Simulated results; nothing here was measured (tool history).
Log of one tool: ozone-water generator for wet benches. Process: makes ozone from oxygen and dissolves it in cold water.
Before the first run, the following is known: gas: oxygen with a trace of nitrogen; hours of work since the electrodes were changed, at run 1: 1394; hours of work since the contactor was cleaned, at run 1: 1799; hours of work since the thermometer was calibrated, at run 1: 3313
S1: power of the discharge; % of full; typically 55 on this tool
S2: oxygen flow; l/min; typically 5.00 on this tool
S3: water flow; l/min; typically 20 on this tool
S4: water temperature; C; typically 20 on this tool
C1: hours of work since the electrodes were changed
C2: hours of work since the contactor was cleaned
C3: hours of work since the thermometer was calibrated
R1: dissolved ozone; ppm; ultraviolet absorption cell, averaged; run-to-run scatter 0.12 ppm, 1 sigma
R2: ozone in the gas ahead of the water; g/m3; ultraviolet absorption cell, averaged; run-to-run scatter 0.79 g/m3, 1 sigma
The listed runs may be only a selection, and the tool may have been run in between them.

Run 1, hour 0.0: usual settings; C1 1394; C2 1799; C3 3313. Result: R1 11.8 ppm, R2 121.0 g/m3.
Run 2, hour 41.2: usual settings; C1 1432; C2 1837; C3 3351. Result: R1 11.7 ppm, R2 120.2 g/m3.
Run 3, hour 86.4: usual settings; C1 1473; C2 1878; C3 3393. Result: R1 11.8 ppm, R2 120.5 g/m3.
Run 4, hour 110.7: usual settings but S3 15 l/min; C1 1495; C2 1901; C3 3415. Result: R1 14.7 ppm, R2 119.6 g/m3.
Run 5, hour 147.1: usual settings but S3 15 l/min; C1 1529; C2 1934; C3 3449. Result: R1 14.8 ppm, R2 119.7 g/m3.
Run 6, hour 194.1: usual settings but S3 15 l/min, S4 18 C; C1 1572; C2 1977; C3 3492. Result: R1 15.4 ppm, R2 121.2 g/m3.
Run 7, hour 237.4: usual settings but S3 15 l/min, S4 18 C; C1 1612; C2 2017; C3 3531. Result: R1 15.3 ppm, R2 120.4 g/m3.
Run 8, hour 274.2: usual settings but S3 15 l/min, S4 18 C; C1 1646; C2 2051; C3 3565. Result: R1 15.2 ppm, R2 120.3 g/m3.
Run 9, hour 297.7: usual settings but S3 15 l/min, S4 18 C; C1 1667; C2 2073; C3 3587. Result: R1 15.4 ppm, R2 120.1 g/m3.
Run 10, hour 327.0: usual settings but S3 15 l/min, S4 18 C; C1 1694; C2 2099; C3 3614. Result: R1 15.3 ppm, R2 120.0 g/m3.
At hour 335.7: contactor cleaned.
At hour 360.1: water thermometer calibrated.
Run 11, hour 368.6: usual settings but S3 15 l/min, S4 21 C; C1 1728; C2 30; C3 8. Result: R1 14.5 ppm, R2 119.5 g/m3.
Run 12, hour 413.7: usual settings but S3 15 l/min, S4 21 C; C1 1770; C2 71; C3 49. Result: R1 14.3 ppm, R2 119.3 g/m3.
Run 13, hour 438.2: usual settings but S3 15 l/min, S4 21 C; C1 1792; C2 94; C3 72. Result: R1 14.3 ppm, R2 119.4 g/m3.
Run 14, hour 470.3: usual settings but S1 65 % of full, S2 2.79 l/min, S3 31 l/min, S4 18 C; C1 1822; C2 123; C3 101. Result: R1 6.9 ppm, R2 169.3 g/m3.
Run 15, hour 504.1: usual settings but S1 97 % of full, S2 2.75 l/min, S3 19 l/min, S4 22 C; C1 1853; C2 154; C3 132. Result: R1 14.2 ppm, R2 210.6 g/m3.
At hour 538.2: contactor cleaned, once more.
Run 16, hour 538.2: usual settings but S2 2.60 l/min, S4 26 C; C1 1880; C2 0; C3 160. Result: R1 9.9 ppm, R2 160.3 g/m3.
Run 17, hour 567.0: usual settings but S2 2.60 l/min, S4 26 C; C1 1907; C2 26; C3 186. Result: R1 9.9 ppm, R2 159.6 g/m3.
Run 18, hour 618.1: usual settings but S2 5.05 l/min, S4 26 C; C1 1954; C2 73; C3 233. Result: R1 10.7 ppm, R2 120.2 g/m3.
Run 19, hour 666.2: usual settings but S1 83 % of full, S2 2.85 l/min; C1 1998; C2 118; C3 277. Result: R1 13.2 ppm, R2 188.1 g/m3.
Run 20, hour 701.9: usual settings but S1 81 % of full, S2 5.05 l/min, S3 18 l/min, S4 12 C; C1 2031; C2 150; C3 310. Result: R1 17.9 ppm, R2 145.4 g/m3.
Run 21, hour 734.8: usual settings but S1 46 % of full; C1 2061; C2 181; C3 340. Result: R1 10.6 ppm, R2 108.5 g/m3.
Run 22, hour 773.5: usual settings but S1 57 % of full, S2 5.53 l/min, S4 17 C; C1 2096; C2 216; C3 376. Result: R1 12.7 ppm, R2 115.6 g/m3.

Here are 5 independent what-if runs from the current tool condition. What would each one return?
Run A, hour 808.5: usual settings but S1 53 % of full; C1 2128; C2 248; C3 408. Result: R1 ?, R2 ?.
Run B, hour 808.5: usual settings but S3 21 l/min; C1 2128; C2 248; C3 408. Result: R1 ?, R2 ?.
Run C, hour 808.5: usual settings but S4 15 C; C1 2128; C2 248; C3 408. Result: R1 ?, R2 ?.
Run D, hour 808.5: usual settings but S1 48 % of full, S4 28 C; C1 2128; C2 248; C3 408. Result: R1 ?, R2 ?.
Run E, hour 808.5: usual settings but S2 2.56 l/min; C1 2128; C2 248; C3 408. Result: R1 ?, R2 ?.

run    R1     R2
  A  11.5  115.6
  B  11.2  118.8
  C  12.5  120.0
  D   9.6  110.6
  E  10.6  159.8
With the hidden condition removed and each run's random variation left untouched, the same runs would have given:
run    R1     R2
  A  11.9  119.7
  B  11.6  123.1
  C  13.0  124.3
  D   9.9  114.3
  E  11.0  165.6
